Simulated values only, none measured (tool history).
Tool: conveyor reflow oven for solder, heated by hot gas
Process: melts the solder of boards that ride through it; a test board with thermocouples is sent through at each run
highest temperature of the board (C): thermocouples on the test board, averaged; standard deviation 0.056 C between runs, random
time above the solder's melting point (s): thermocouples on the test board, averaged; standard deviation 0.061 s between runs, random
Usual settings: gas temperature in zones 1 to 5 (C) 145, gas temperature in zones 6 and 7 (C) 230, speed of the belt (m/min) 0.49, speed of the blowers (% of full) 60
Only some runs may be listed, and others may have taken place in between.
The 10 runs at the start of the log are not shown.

| run | hour | gas temperature in zones 1 to 5 (C) | gas temperature in zones 6 and 7 (C) | speed of the belt (m/min) | speed of the blowers (% of full) | hours of work since the flux was cleaned out | hours of work since the belt drive was overhauled | hours of work since the thermocouples were changed | highest temperature of the board (C) | time above the solder's melting point (s) |
|---|---|---|---|---|---|---|---|---|---|---|
|  | 216.9 | flux residue cleaned out of gas plates and filters |
| 11 | 227.9 | 145 | 230 | 0.49 | 60 | 7 | 617 | 529 | 217.83 | 59.28 |
| 12 | 241.1 | 145 | 241 | 0.49 | 60 | 16 | 626 | 538 | 227.71 | 65.34 |
| 13 | 269.5 | 145 | 241 | 0.49 | 60 | 35 | 645 | 556 | 227.66 | 65.36 |
| 14 | 292.8 | 145 | 230 | 0.541 | 60 | 50 | 661 | 572 | 214.99 | 51.15 |
| 15 | 316.4 | 145 | 230 | 0.466 | 60 | 66 | 676 | 587 | 218.99 | 63.44 |
| 16 | 337.4 | 145 | 230 | 0.466 | 60 | 80 | 690 | 601 | 218.9 | 63.47 |
| 17 | 360.6 | 134 | 222 | 0.466 | 60 | 95 | 706 | 617 | 210.06 | 52.15 |
| 18 | 378 | 145 | 230 | 0.447 | 60 | 107 | 717 | 628 | 219.9 | 67.09 |
| 19 | 393.8 | 145 | 230 | 0.447 | 60 | 117 | 728 | 639 | 220 | 67.03 |
| 20 | 418.8 | 145 | 230 | 0.447 | 60 | 134 | 744 | 655 | 219.85 | 67.02 |
| 21 | 443.1 | 145 | 230 | 0.541 | 90 | 150 | 760 | 672 | 220.18 | 55.62 |
| 22 | 462.6 | 145 | 238 | 0.49 | 55 | 163 | 773 | 685 | 223.43 | 62.83 |
| 23 | 476.5 | 149 | 229 | 0.502 | 50 | 172 | 782 | 694 | 213.99 | 56.01 |
| 24 | 500 | 139 | 229 | 0.403 | 83 | 188 | 798 | 709 | 223.69 | 76.37 |
| 25 | 522.8 | 139 | 229 | 0.403 | 83 | 203 | 813 | 725 | 223.65 | 76.39 |
| 26 | 542.3 | 151 | 236 | 0.415 | 83 | 216 | 826 | 737 | 230.57 | 81.91 |
| 27 | 561.9 | 145 | 222 | 0.415 | 83 | 229 | 839 | 750 | 216.84 | 72.09 |
|  | 569.3 | thermocouples of zones 6 and 7 changed |
| 28 | 579.6 | 145 | 239 | 0.467 | 60 | 239 | 850 | 7 | 226.22 | 67.94 |
| 29 | 605.8 | 148 | 234 | 0.413 | 60 | 257 | 867 | 24 | 225.03 | 77.91 |
| 30 | 628 | 148 | 234 | 0.413 | 60 | 272 | 882 | 39 | 224.92 | 77.98 |

Each row is a separate what-if for the run after 30, all from the same tool condition, not one after another. Results?
| A | 642.2 | 145 | 234 | 0.49 | 60 | 281 | 891 | 48 | ? | ? |
| B | 642.2 | 145 | 220 | 0.532 | 71 | 281 | 891 | 48 | ? | ? |
| C | 642.2 | 148 | 234 | 0.413 | 88 | 281 | 891 | 48 | ? | ? |
| D | 642.2 | 139 | 230 | 0.545 | 60 | 281 | 891 | 48 | ? | ? |
| E | 642.2 | 141 | 230 | 0.49 | 55 | 281 | 891 | 48 | ? | ? |

| run | highest temperature of the board (C) | time above the solder's melting point (s) |
|---|---|---|
| A | 220.29 | 60.94 |
| B | 207.79 | 47.06 |
| C | 228.53 | 80.3 |
| D | 212.4 | 46.55 |
| E | 214.73 | 55.12 |
Without the tool's unlogged condition, the same runs would have read:
| run | highest temperature of the board (C) | time above the solder's melting point (s) |
|---|---|---|
| A | 221.03 | 60.75 |
| B | 208.64 | 47.55 |
| C | 229.15 | 79.67 |
| D | 213.3 | 46.85 |
| E | 215.41 | 55.11 |
